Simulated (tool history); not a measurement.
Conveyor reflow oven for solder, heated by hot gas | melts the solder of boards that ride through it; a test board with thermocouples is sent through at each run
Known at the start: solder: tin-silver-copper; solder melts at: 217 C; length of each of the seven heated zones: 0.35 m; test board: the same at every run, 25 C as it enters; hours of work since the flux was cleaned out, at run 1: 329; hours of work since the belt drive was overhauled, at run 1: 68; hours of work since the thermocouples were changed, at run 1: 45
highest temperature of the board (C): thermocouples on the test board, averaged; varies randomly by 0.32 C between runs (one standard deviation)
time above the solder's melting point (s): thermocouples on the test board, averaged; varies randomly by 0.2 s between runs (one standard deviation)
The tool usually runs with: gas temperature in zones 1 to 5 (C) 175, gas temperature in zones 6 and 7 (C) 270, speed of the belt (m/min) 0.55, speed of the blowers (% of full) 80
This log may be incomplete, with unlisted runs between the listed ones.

run  hour  gas temperature in zones 1 to 5 (C)  gas temperature in zones 6 and 7 (C)  speed of the belt (m/min)  speed of the blowers (% of full)  hours of work since the flux was cleaned out  hours of work since the belt drive was overhauled  hours of work since the thermocouples were changed  highest temperature of the board (C)  time above the solder's melting point (s)
  1   0.0                                  175                                   270                       0.55                                80                                           329                                                 68                                                  45                                 258.5                                       63.0
  2   9.0                                  175                                   270                       0.55                                80                                           332                                                 72                                                  48                                 259.5                                       62.8
  3  17.7                                  175                                   270                       0.55                                80                                           336                                                 75                                                  52                                 259.1                                       62.7
  4  27.7                                  175                                   270                       0.55                                80                                           340                                                 79                                                  56                                 258.4                                       62.9
  5  34.9                                  175                                   270                       0.55                                80                                           343                                                 82                                                  59                                 259.0                                       62.9
  6  40.8                                  169                                   270                       0.55                                80                                           345                                                 85                                                  61                                 257.3                                       61.0
  7  50.2                                  169                                   281                       0.55                                80                                           349                                                 89                                                  65                                 268.2                                       65.8
  8  55.3                                  175                                   270                       0.55                                80                                           351                                                 91                                                  67                                 258.6                                       63.1
     64.5  -- flux residue cleaned out of gas plates and filters
  9  70.1                                  175                                   270                       0.55                                80                                             2                                                 95                                                  71                                 259.8                                       63.5

Run 10 has not been measured yet. What should we expect?
 10  79.9                                  175                                   270                       0.55                                80                                             6                                                 99                                                  75                                     ?                                          ?

Run 10 came out at highest temperature of the board (C) 259.4, time above the solder's melting point (s) 63.8.
With the hidden condition absent and the run-to-run variation left alone, this run would have shown highest temperature of the board (C) 259.7, time above the solder's melting point (s) 63.8.
